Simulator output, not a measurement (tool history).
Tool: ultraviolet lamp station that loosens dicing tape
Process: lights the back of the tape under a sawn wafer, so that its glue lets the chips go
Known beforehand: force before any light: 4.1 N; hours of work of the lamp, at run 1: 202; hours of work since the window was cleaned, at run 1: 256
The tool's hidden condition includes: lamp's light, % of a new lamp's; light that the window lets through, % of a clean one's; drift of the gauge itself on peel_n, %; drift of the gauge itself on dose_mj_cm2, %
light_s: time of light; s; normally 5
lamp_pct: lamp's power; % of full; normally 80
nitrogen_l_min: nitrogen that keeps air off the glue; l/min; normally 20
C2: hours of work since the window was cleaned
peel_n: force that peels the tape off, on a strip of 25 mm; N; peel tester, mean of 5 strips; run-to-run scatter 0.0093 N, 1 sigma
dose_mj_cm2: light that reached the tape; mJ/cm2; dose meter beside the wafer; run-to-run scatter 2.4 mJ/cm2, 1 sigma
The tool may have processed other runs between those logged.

Run 1, day 0: usual settings; hours of work of the lamp 202; C2 256. Result: peel_n 0.473 N, dose_mj_cm2 244 mJ/cm2.
Run 2, day 0.558: usual settings but lamp_pct 63 % of full; hours of work of the lamp 210; C2 264. Result: peel_n 0.701 N, dose_mj_cm2 190 mJ/cm2.
Run 3, day 0.929: usual settings but lamp_pct 63 % of full; hours of work of the lamp 216; C2 269. Result: peel_n 0.747 N, dose_mj_cm2 186 mJ/cm2.
Run 4, day 1.279: usual settings but lamp_pct 63 % of full; hours of work of the lamp 221; C2 274. Result: peel_n 0.707 N, dose_mj_cm2 188 mJ/cm2.
Run 5, day 1.621: usual settings but lamp_pct 63 % of full; hours of work of the lamp 226; C2 279. Result: peel_n 0.7 N, dose_mj_cm2 188 mJ/cm2.
Run 6, day 2.121: usual settings but lamp_pct 63 % of full; hours of work of the lamp 233; C2 286. Result: peel_n 0.731 N, dose_mj_cm2 186 mJ/cm2.
Run 7, day 2.554: usual settings but light_s 4 s; hours of work of the lamp 239; C2 293. Result: peel_n 0.706 N, dose_mj_cm2 188 mJ/cm2.
Run 8, day 2.975: usual settings but light_s 4 s; hours of work of the lamp 245; C2 299. Result: peel_n 0.698 N, dose_mj_cm2 189 mJ/cm2.
Run 9, day 3.608: usual settings; hours of work of the lamp 254; C2 308. Result: peel_n 0.497 N, dose_mj_cm2 232 mJ/cm2.
Run 10, day 4.275: usual settings; hours of work of the lamp 264; C2 317. Result: peel_n 0.486 N, dose_mj_cm2 233 mJ/cm2.
Run 11, day 4.646: usual settings but lamp_pct 71 % of full; hours of work of the lamp 269; C2 323. Result: peel_n 0.598 N, dose_mj_cm2 213 mJ/cm2.
Run 12, day 5.012: usual settings but light_s 3 s, lamp_pct 71 % of full; hours of work of the lamp 274; C2 328. Result: peel_n 1.23 N, dose_mj_cm2 121 mJ/cm2.
Run 13, day 5.554: usual settings but light_s 3 s, lamp_pct 71 % of full; hours of work of the lamp 282; C2 336. Result: peel_n 1.258 N, dose_mj_cm2 121 mJ/cm2.
Run 14, day 6.121: usual settings; hours of work of the lamp 290; C2 344. Result: peel_n 0.518 N, dose_mj_cm2 231 mJ/cm2.
Run 15, day 6.679: usual settings; hours of work of the lamp 298; C2 352. Result: peel_n 0.523 N, dose_mj_cm2 230 mJ/cm2.
Run 16, day 7.075: usual settings; hours of work of the lamp 304; C2 358. Result: peel_n 0.482 N, dose_mj_cm2 227 mJ/cm2.
Run 17, day 7.583: usual settings but lamp_pct 64 % of full; hours of work of the lamp 311; C2 365. Result: peel_n 0.731 N, dose_mj_cm2 186 mJ/cm2.
Run 18, day 8.154: usual settings; hours of work of the lamp 319; C2 373. Result: peel_n 0.518 N, dose_mj_cm2 232 mJ/cm2.
Run 19, day 8.479: usual settings but nitrogen_l_min 11 l/min; hours of work of the lamp 324; C2 378. Result: peel_n 0.705 N, dose_mj_cm2 228 mJ/cm2.
Run 20, day 9.117: usual settings but light_s 7 s; hours of work of the lamp 333; C2 387. Result: peel_n 0.294 N, dose_mj_cm2 320 mJ/cm2.
Run 21, day 9.662: usual settings but lamp_pct 71 % of full, nitrogen_l_min 13 l/min; hours of work of the lamp 341; C2 395. Result: peel_n 0.763 N, dose_mj_cm2 204 mJ/cm2.
At day 9.85: window cleaned of glue's vapour.
Run 22, day 10.321: usual settings but light_s 2 s, lamp_pct 74 % of full, nitrogen_l_min 11 l/min; hours of work of the lamp 350; C2 7. Result: peel_n 2.217 N, dose_mj_cm2 78 mJ/cm2.
Run 23, day 10.721: usual settings but lamp_pct 62 % of full; hours of work of the lamp 356; C2 13. Result: peel_n 0.851 N, dose_mj_cm2 165 mJ/cm2.
Run 24, day 11.067: usual settings but lamp_pct 62 % of full, nitrogen_l_min 31 l/min; hours of work of the lamp 361; C2 18. Result: peel_n 0.727 N, dose_mj_cm2 167 mJ/cm2.
Run 25, day 11.617: usual settings but light_s 4 s, lamp_pct 62 % of full, nitrogen_l_min 11 l/min; hours of work of the lamp 369; C2 25. Result: peel_n 1.388 N, dose_mj_cm2 136 mJ/cm2.
Run 26, day 12.317: usual settings but light_s 6 s, lamp_pct 92 % of full; hours of work of the lamp 379; C2 35. Result: peel_n 0.35 N, dose_mj_cm2 298 mJ/cm2.
Run 27, day 12.812: usual settings but light_s 9 s, lamp_pct 96 % of full, nitrogen_l_min 10 l/min; hours of work of the lamp 386; C2 43. Result: peel_n 0.228 N, dose_mj_cm2 457 mJ/cm2.
Run 28, day 13.212: usual settings but light_s 9 s, lamp_pct 75 % of full, nitrogen_l_min 10 l/min; hours of work of the lamp 392; C2 48. Result: peel_n 0.353 N, dose_mj_cm2 360 mJ/cm2.
At day 13.483: window cleaned of glue's vapour, once more.
Run 29, day 13.662: usual settings but light_s 9 s, lamp_pct 75 % of full, nitrogen_l_min 10 l/min; hours of work of the lamp 398; C2 3. Result: peel_n 0.283 N, dose_mj_cm2 402 mJ/cm2.
Run 30, day 14.088: usual settings but light_s 9 s, lamp_pct 97 % of full, nitrogen_l_min 10 l/min; hours of work of the lamp 404; C2 9. Result: peel_n 0.202 N, dose_mj_cm2 515 mJ/cm2.
Run 31, day 14.488: usual settings but lamp_pct 61 % of full, nitrogen_l_min 9 l/min; hours of work of the lamp 410; C2 14. Result: peel_n 1.045 N, dose_mj_cm2 181 mJ/cm2.
Run 32, day 14.962: usual settings but light_s 9 s, lamp_pct 97 % of full, nitrogen_l_min 30 l/min; hours of work of the lamp 417; C2 21. Result: peel_n 0.162 N, dose_mj_cm2 513 mJ/cm2.
Run 33, day 15.617: usual settings but light_s 3 s, lamp_pct 82 % of full, nitrogen_l_min 30 l/min; hours of work of the lamp 426; C2 31. Result: peel_n 0.905 N, dose_mj_cm2 148 mJ/cm2.
Run 34, day 15.962: usual settings but light_s 3 s, lamp_pct 92 % of full, nitrogen_l_min 11 l/min; hours of work of the lamp 431; C2 36. Result: peel_n 1.122 N, dose_mj_cm2 163 mJ/cm2.
Run 35, day 16.621: usual settings but light_s 3 s, lamp_pct 92 % of full, nitrogen_l_min 11 l/min; hours of work of the lamp 441; C2 45. Result: peel_n 1.13 N, dose_mj_cm2 158 mJ/cm2.
Run 36, day 17.117: usual settings but light_s 3 s, lamp_pct 92 % of full, nitrogen_l_min 6 l/min; hours of work of the lamp 448; C2 52. Result: peel_n 1.441 N, dose_mj_cm2 161 mJ/cm2.
Run 37, day 17.496: usual settings but light_s 4 s, lamp_pct 66 % of full, nitrogen_l_min 27 l/min; hours of work of the lamp 453; C2 58. Result: peel_n 0.855 N, dose_mj_cm2 159 mJ/cm2.
Run 38, day 17.846: usual settings but light_s 8 s, lamp_pct 92 % of full, nitrogen_l_min 27 l/min; hours of work of the lamp 458; C2 63. Result: peel_n 0.177 N, dose_mj_cm2 428 mJ/cm2.
Run 39, day 18.383: usual settings but light_s 8 s, lamp_pct 92 % of full, nitrogen_l_min 27 l/min; hours of work of the lamp 466; C2 70. Result: peel_n 0.185 N, dose_mj_cm2 428 mJ/cm2.
Run 40, day 19.042: usual settings but light_s 8 s, lamp_pct 92 % of full, nitrogen_l_min 27 l/min; hours of work of the lamp 475; C2 80. Result: peel_n 0.183 N, dose_mj_cm2 427 mJ/cm2.

Hidden condition of the tool, last listed run before each entry between runs versus first listed run after:
From run 21 to run 22: window cleaned of glue's vapour (day 9.85)
  lamp's light, % of a new lamp's: 90.9 -> 90.7; light that the window lets through, % of a clean one's: 93.3 -> 89.3
  measured value less the no-hidden-state value, peel_n: +0.174 -> +0.31 N; dose_mj_cm2: -37 -> -19 mJ/cm2
From run 28 to run 29: window cleaned of glue's vapour, once more (day 13.483)
  lamp's light, % of a new lamp's: 89.6 -> 89.5; light that the window lets through, % of a clean one's: 88.7 -> 99.5
  measured value less the no-hidden-state value, peel_n: +0.107 -> +0.046 N; dose_mj_cm2: -93 -> -50 mJ/cm2
